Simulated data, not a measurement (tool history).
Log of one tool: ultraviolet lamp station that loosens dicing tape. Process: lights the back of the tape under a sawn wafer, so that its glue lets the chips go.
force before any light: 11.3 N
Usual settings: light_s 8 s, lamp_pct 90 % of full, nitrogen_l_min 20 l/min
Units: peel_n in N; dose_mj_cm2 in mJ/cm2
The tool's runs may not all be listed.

run,hour,light_s,lamp_pct,nitrogen_l_min,peel_n,dose_mj_cm2
1,0.0,8,90,20,0.631,474
2,10.2,8,90,20,0.645,470
3,20.4,12,90,20,0.316,700
4,38.1,12,90,20,0.313,701
5,46.4,12,90,20,0.306,699
6,60.1,8,82,20,0.810,419
7,75.3,8,82,20,0.849,421
8,84.1,8,92,20,0.671,471
9,97.8,8,92,20,0.650,470
10,110.1,8,92,20,0.669,467
11,119.5,8,92,20,0.688,459
12,131.4,8,92,20,0.684,458
13,148.3,8,90,20,0.718,454
14,166.5,4,90,20,2.618,219
15,181.8,16,90,22,0.256,883
16,198.4,8,65,6,2.993,322
17,215.0,11,80,21,0.483,537
18,229.2,13,80,8,0.695,628
19,239.1,13,95,30,0.259,745
20,248.2,13,95,30,0.260,741
21,267.2,8,90,21,0.811,431
22,276.4,6,65,21,2.411,233
23,292.9,6,65,21,2.403,224
24,300.7,6,65,21,2.384,230
25,316.2,4,79,29,2.872,188

5 ways to go on from here, each from the tool as it stands after run 25. What would each give?
A,327.3,10,70,9,?,?
B,327.3,5,82,11,?,?
C,327.3,16,79,29,?,?
D,327.3,4,90,37,?,?
E,327.3,5,90,20,?,?

run,peel_n,dose_mj_cm2
A,1.519,409
B,3.058,240
C,0.253,737
D,2.240,207
E,2.042,260
Without the tool's hidden state the same runs would have given:
run,peel_n,dose_mj_cm2
A,0.858,546
B,2.023,321
C,0.222,985
D,1.355,277
E,1.210,347
